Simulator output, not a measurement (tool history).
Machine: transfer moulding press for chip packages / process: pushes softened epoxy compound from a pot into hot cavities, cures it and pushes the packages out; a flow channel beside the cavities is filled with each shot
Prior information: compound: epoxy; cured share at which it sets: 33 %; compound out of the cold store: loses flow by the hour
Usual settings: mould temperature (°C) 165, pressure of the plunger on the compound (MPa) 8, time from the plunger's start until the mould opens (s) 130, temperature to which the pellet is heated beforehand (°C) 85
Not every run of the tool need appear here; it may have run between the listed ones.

| run | day | mould temperature (°C) | pressure of the plunger on the compound (MPa) | time from the plunger's start until the mould opens (s) | temperature to which the pellet is heated beforehand (°C) | incoming compound's hours out of the cold store | length that the compound runs in the flow channel (mm) | greatest force on the pins that push the packages out (N) |
|---|---|---|---|---|---|---|---|---|
| 1 | 0 | 165 | 8 | 130 | 85 | 46.5 | 556 | 362 |
| 2 | 0.975 | 165 | 8 | 130 | 85 | 31.1 | 574 | 371 |
| 3 | 1.996 | 165 | 8 | 136 | 85 | 30.8 | 570 | 359 |
|  | 2.742 | cavities cleaned with cleaning compound and waxed |
| 4 | 2.8 | 165 | 8 | 136 | 85 | 17.8 | 601 | 222 |
|  | 3.871 | plunger's sealing rings changed |
| 5 | 3.933 | 160 | 8 | 130 | 85 | 10.5 | 681 | 411 |
| 6 | 4.912 | 160 | 8 | 130 | 85 | 36.7 | 632 | 439 |
| 7 | 5.938 | 160 | 8.88 | 168 | 85 | 16.3 | 710 | 356 |
| 8 | 6.604 | 160 | 7.63 | 136 | 77 | 8.7 | 669 | 494 |
| 9 | 7.312 | 172 | 8 | 137 | 85 | 21.4 | 608 | 347 |
| 10 | 7.912 | 172 | 8 | 137 | 85 | 33.4 | 581 | 329 |

What if the next run were any one of these 4? Each begins from the tool's condition after run 10:
|  | 8.438 | cavities cleaned with cleaning compound and waxed |
| A | 8.846 | 162 | 7.05 | 137 | 85 | 27.2 | ? | ? |
|  | 8.438 | cavities cleaned with cleaning compound and waxed |
| B | 8.846 | 172 | 8 | 137 | 81 | 16.2 | ? | ? |
|  | 8.438 | cavities cleaned with cleaning compound and waxed |
| C | 8.846 | 168 | 8 | 135 | 85 | 36.9 | ? | ? |
|  | 8.438 | cavities cleaned with cleaning compound and waxed |
| D | 8.846 | 172 | 9.76 | 169 | 85 | 47.9 | ? | ? |

| run | length that the compound runs in the flow channel (mm) | greatest force on the pins that push the packages out (N) |
|---|---|---|
| A | 586 | 294 |
| B | 610 | 229 |
| C | 583 | 256 |
| D | 613 | 229 |
Without the tool's hidden state the same runs would have given:
| run | length that the compound runs in the flow channel (mm) | greatest force on the pins that push the packages out (N) |
|---|---|---|
| A | 597 | 255 |
| B | 621 | 193 |
| C | 594 | 218 |
| D | 625 | 193 |
